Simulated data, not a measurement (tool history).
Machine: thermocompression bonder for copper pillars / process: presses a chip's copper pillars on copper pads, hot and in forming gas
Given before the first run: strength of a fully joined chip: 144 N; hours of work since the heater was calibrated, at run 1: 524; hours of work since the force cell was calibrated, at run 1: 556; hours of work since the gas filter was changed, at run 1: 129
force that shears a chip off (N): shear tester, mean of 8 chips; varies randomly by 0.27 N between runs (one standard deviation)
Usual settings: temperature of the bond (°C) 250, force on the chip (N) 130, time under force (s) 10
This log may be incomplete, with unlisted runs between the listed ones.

run,hour,temperature of the bond (°C),force on the chip (N),time under force (s),hours of work since the heater was calibrated,hours of work since the force cell was calibrated,hours of work since the gas filter was changed,force that shears a chip off (N)
1,0,250,130,10,524,556,129,52.8
# hour 5.4: forming gas filter changed
# hour 45.2: heater calibrated with a thermocouple chip
2,87.6,250,130,10,32,621,60,58.5
3,179.7,250,130,10,102,690,130,56.2
# hour 184.9: forming gas filter changed
4,229.7,278,130,10,139,728,34,88.3
5,291.8,278,80,10,186,774,81,67.9
# hour 360.2: force cell calibrated
# hour 368.7: forming gas filter changed
6,396.3,278,80,21,263,27,21,87.7
7,494.8,278,80,21,337,101,95,84.5
# hour 544.9: forming gas filter changed
8,552.5,250,130,12,381,144,6,67.8
9,608.9,250,130,12,423,187,48,66.6
# hour 635.1: heater calibrated with a thermocouple chip, once more
10,675.7,250,120,10,31,236,97,48.1
# hour 722.3: forming gas filter changed
11,775.3,250,120,10,105,311,40,51.1
12,855.3,250,88,10,166,371,100,40.4
# hour 898.4: forming gas filter changed
13,898.4,250,88,10,198,403,0,44.4
14,957.2,250,88,10,242,447,44,44
15,1027.4,250,88,10,295,500,97,43
# hour 1081.6: forming gas filter changed
16,1094,250,88,10,345,550,9,46
17,1159.2,250,136,5,394,600,59,45.3
18,1231.5,250,158,8,449,654,113,57.7
# hour 1259: forming gas filter changed
19,1315.4,250,87,24,512,717,43,65.2
# hour 1371.4: heater calibrated with a thermocouple chip
20,1403.1,250,87,24,24,782,107,55.8
# hour 1442.7: forming gas filter changed
# hour 1460.4: force cell calibrated
21,1499.2,250,87,24,95,29,41,56.8
22,1576.5,250,87,24,153,88,100,55.3
# hour 1622.9: forming gas filter changed
23,1649.1,250,87,24,208,142,20,59.4
24,1707.8,238,86,17,252,186,64,41.4
25,1783.9,273,117,16,309,244,122,78.9
# hour 1800.1: forming gas filter changed
26,1847.7,273,117,16,357,291,36,85.7
27,1908.3,273,117,16,403,337,82,82.6
# hour 1975.8: forming gas filter changed
28,1985.1,229,161,6,460,395,7,38
29,2063.6,250,187,11,520,454,66,72.1
# hour 2106.8: heater calibrated with a thermocouple chip
30,2138.2,250,187,11,24,509,121,63.1
# hour 2155: forming gas filter changed
31,2240.6,250,189,29,101,586,65,91.7
32,2315,228,104,14,157,642,121,34.2

Entry by entry between the runs, the difference in hidden state between the last listed run before and the first listed run after:
Between runs 1 and 2: forming gas filter changed (hour 5.4); heater calibrated with a thermocouple chip (hour 45.2)
  true temperature of the bond over the reading, C: 6.4 -> 7.9; force that reaches the chip, % of what is set: 105 -> 105.6; oxide that the forming gas leaves, % of the face: 11.26 -> 4.96
  measured result minus the result with no hidden state, force that shears a chip off (N): +1 -> +6.4
Between runs 3 and 4: forming gas filter changed (hour 184.9)
  true temperature of the bond over the reading, C: 8.8 -> 9.3; force that reaches the chip, % of what is set: 106.2 -> 106.6; oxide that the forming gas leaves, % of the face: 10.63 -> 3.11
  measured result minus the result with no hidden state, force that shears a chip off (N): +3.9 -> +9.5
Between runs 5 and 6: force cell calibrated (hour 360.2); forming gas filter changed (hour 368.7)
  true temperature of the bond over the reading, C: 9.9 -> 10.9; force that reaches the chip, % of what is set: 107.1 -> 101.1; oxide that the forming gas leaves, % of the face: 6.49 -> 2.01
  measured result minus the result with no hidden state, force that shears a chip off (N): +7.3 -> +9.8
Between runs 7 and 8: forming gas filter changed (hour 544.9)
  true temperature of the bond over the reading, C: 11.8 -> 12.2; force that reaches the chip, % of what is set: 101.8 -> 102.1; oxide that the forming gas leaves, % of the face: 7.5 -> 0.97
  measured result minus the result with no hidden state, force that shears a chip off (N): +6 -> +12.2
Between runs 9 and 10: heater calibrated with a thermocouple chip, once more (hour 635.1)
  true temperature of the bond over the reading, C: 12.7 -> 1.8; force that reaches the chip, % of what is set: 102.5 -> 103; oxide that the forming gas leaves, % of the face: 4.23 -> 7.89
  measured result minus the result with no hidden state, force that shears a chip off (N): +10.7 -> -1.4
Between runs 10 and 11: forming gas filter changed (hour 722.3)
  true temperature of the bond over the reading, C: 1.8 -> 2.7; force that reaches the chip, % of what is set: 103 -> 103.6; oxide that the forming gas leaves, % of the face: 7.89 -> 4.02
  measured result minus the result with no hidden state, force that shears a chip off (N): -1.4 -> +1.6
Between runs 12 and 13: forming gas filter changed (hour 898.4)
  true temperature of the bond over the reading, C: 3.6 -> 3.9; force that reaches the chip, % of what is set: 104.1 -> 104.4; oxide that the forming gas leaves, % of the face: 8.63 -> 0.61
  measured result minus the result with no hidden state, force that shears a chip off (N): +0.2 -> +4.2
Between runs 15 and 16: forming gas filter changed (hour 1081.6)
  true temperature of the bond over the reading, C: 5.3 -> 5.9; force that reaches the chip, % of what is set: 105.3 -> 105.7; oxide that the forming gas leaves, % of the face: 7.41 -> 1.5
  measured result minus the result with no hidden state, force that shears a chip off (N): +2.3 -> +5.6
Between runs 18 and 19: forming gas filter changed (hour 1259)
  true temperature of the bond over the reading, C: 7.1 -> 8; force that reaches the chip, % of what is set: 106.7 -> 107.3; oxide that the forming gas leaves, % of the face: 9.22 -> 3.69
  measured result minus the result with no hidden state, force that shears a chip off (N): +3.5 -> +8.2
Between runs 19 and 20: heater calibrated with a thermocouple chip (hour 1371.4)
  true temperature of the bond over the reading, C: 8 -> 0.4; force that reaches the chip, % of what is set: 107.3 -> 107.9; oxide that the forming gas leaves, % of the face: 3.69 -> 8.57
  measured result minus the result with no hidden state, force that shears a chip off (N): +8.2 -> -1.8
Between runs 20 and 21: forming gas filter changed (hour 1442.7); force cell calibrated (hour 1460.4)
  true temperature of the bond over the reading, C: 0.4 -> 1.4; force that reaches the chip, % of what is set: 107.9 -> 100.8; oxide that the forming gas leaves, % of the face: 8.57 -> 3.84
  measured result minus the result with no hidden state, force that shears a chip off (N): -1.8 -> -0.4
Between runs 22 and 23: forming gas filter changed (hour 1622.9)
  true temperature of the bond over the reading, C: 2.1 -> 2.8; force that reaches the chip, % of what is set: 101.4 -> 101.9; oxide that the forming gas leaves, % of the face: 7.9 -> 2.38
  measured result minus the result with no hidden state, force that shears a chip off (N): -1.9 -> +2.2
Between runs 25 and 26: forming gas filter changed (hour 1800.1)
  true temperature of the bond over the reading, C: 4.1 -> 4.7; force that reaches the chip, % of what is set: 102.9 -> 103.3; oxide that the forming gas leaves, % of the face: 10.14 -> 3.32
  measured result minus the result with no hidden state, force that shears a chip off (N): -3 -> +3.7
Between runs 27 and 28: forming gas filter changed (hour 1975.8)
  true temperature of the bond over the reading, C: 5.4 -> 6.1; force that reaches the chip, % of what is set: 103.7 -> 104.2; oxide that the forming gas leaves, % of the face: 6.64 -> 0.97
  measured result minus the result with no hidden state, force that shears a chip off (N): +1.5 -> +5.1
Between runs 29 and 30: heater calibrated with a thermocouple chip (hour 2106.8)
  true temperature of the bond over the reading, C: 6.8 -> 0.7; force that reaches the chip, % of what is set: 104.8 -> 105.3; oxide that the forming gas leaves, % of the face: 5.76 -> 9.74
  measured result minus the result with no hidden state, force that shears a chip off (N): +4.9 -> -3.7
Between runs 30 and 31: forming gas filter changed (hour 2155)
  true temperature of the bond over the reading, C: 0.7 -> 1.7; force that reaches the chip, % of what is set: 105.3 -> 105.9; oxide that the forming gas leaves, % of the face: 9.74 -> 5.33
  measured result minus the result with no hidden state, force that shears a chip off (N): -3.7 -> -0.4
